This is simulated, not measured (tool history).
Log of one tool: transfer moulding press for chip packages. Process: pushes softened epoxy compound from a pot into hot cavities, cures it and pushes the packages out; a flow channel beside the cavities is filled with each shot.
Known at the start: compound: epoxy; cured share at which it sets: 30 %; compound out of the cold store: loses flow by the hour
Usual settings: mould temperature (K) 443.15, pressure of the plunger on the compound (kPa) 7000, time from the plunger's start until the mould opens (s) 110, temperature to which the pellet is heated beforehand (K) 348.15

run,hour,mould temperature (K),pressure of the plunger on the compound (kPa),time from the plunger's start until the mould opens (s),temperature to which the pellet is heated beforehand (K),incoming compound's hours out of the cold store,length that the compound runs in the flow channel (mm),greatest force on the pins that push the packages out (N)
1,0,443.15,7000,110,348.15,22.9,518,464
# hour 6.4: cavities cleaned with cleaning compound and waxed
2,24,437.15,7000,110,348.15,27.5,522,542
3,57.5,437.15,7000,110,348.15,13.7,554,628
# hour 65.8: cavities cleaned with cleaning compound and waxed
4,86.2,437.15,7000,110,348.15,30.3,507,525
5,105.4,437.15,7000,110,348.15,17.9,545,608
# hour 125.6: cavities cleaned with cleaning compound and waxed
6,138.7,437.15,7000,110,348.15,14.5,553,498
7,171.1,437.15,7000,110,348.15,8.1,576,639
# hour 184.7: cavities cleaned with cleaning compound and waxed
8,202.3,439.15,7000,110,348.15,43.3,452,433
9,221.5,443.15,7000,110,348.15,35.7,464,429
10,238.8,443.15,7000,110,348.15,26.6,494,479
# hour 244.2: cavities cleaned with cleaning compound and waxed
# hour 262.5: plunger's sealing rings changed
11,272.1,443.15,7000,110,348.15,18.4,549,419
12,292.6,443.15,7000,110,348.15,35.6,489,454
# hour 306.5: cavities cleaned with cleaning compound and waxed
13,317.7,443.15,7000,110,354.15,23.8,524,374
14,347.1,441.15,7000,110,342.15,41.9,478,472
# hour 366.1: cavities cleaned with cleaning compound and waxed
15,373.6,441.15,7000,128,347.15,41.4,471,332
16,397.8,443.15,7060,110,351.15,40.4,476,419
17,415.6,438.15,7290,136,351.15,45.5,484,452

4 ways to go on from here, each from the tool as it stands after run 17. What would each give?
# hour 425.3: cavities cleaned with cleaning compound and waxed
A,442.3,443.15,7000,121,345.15,22.2,?,?
# hour 425.3: cavities cleaned with cleaning compound and waxed
B,442.3,438.15,7290,131,351.15,46.2,?,?
# hour 425.3: cavities cleaned with cleaning compound and waxed
C,442.3,443.15,7000,110,346.15,17.8,?,?
# hour 425.3: cavities cleaned with cleaning compound and waxed
D,442.3,441.15,5370,110,340.15,15.1,?,?

run,length that the compound runs in the flow channel (mm),greatest force on the pins that push the packages out (N)
A,522,387
B,479,385
C,535,388
D,489,435
Without the tool's hidden state the same runs would have given:
run,length that the compound runs in the flow channel (mm),greatest force on the pins that push the packages out (N)
A,531,305
B,487,300
C,545,304
D,497,337

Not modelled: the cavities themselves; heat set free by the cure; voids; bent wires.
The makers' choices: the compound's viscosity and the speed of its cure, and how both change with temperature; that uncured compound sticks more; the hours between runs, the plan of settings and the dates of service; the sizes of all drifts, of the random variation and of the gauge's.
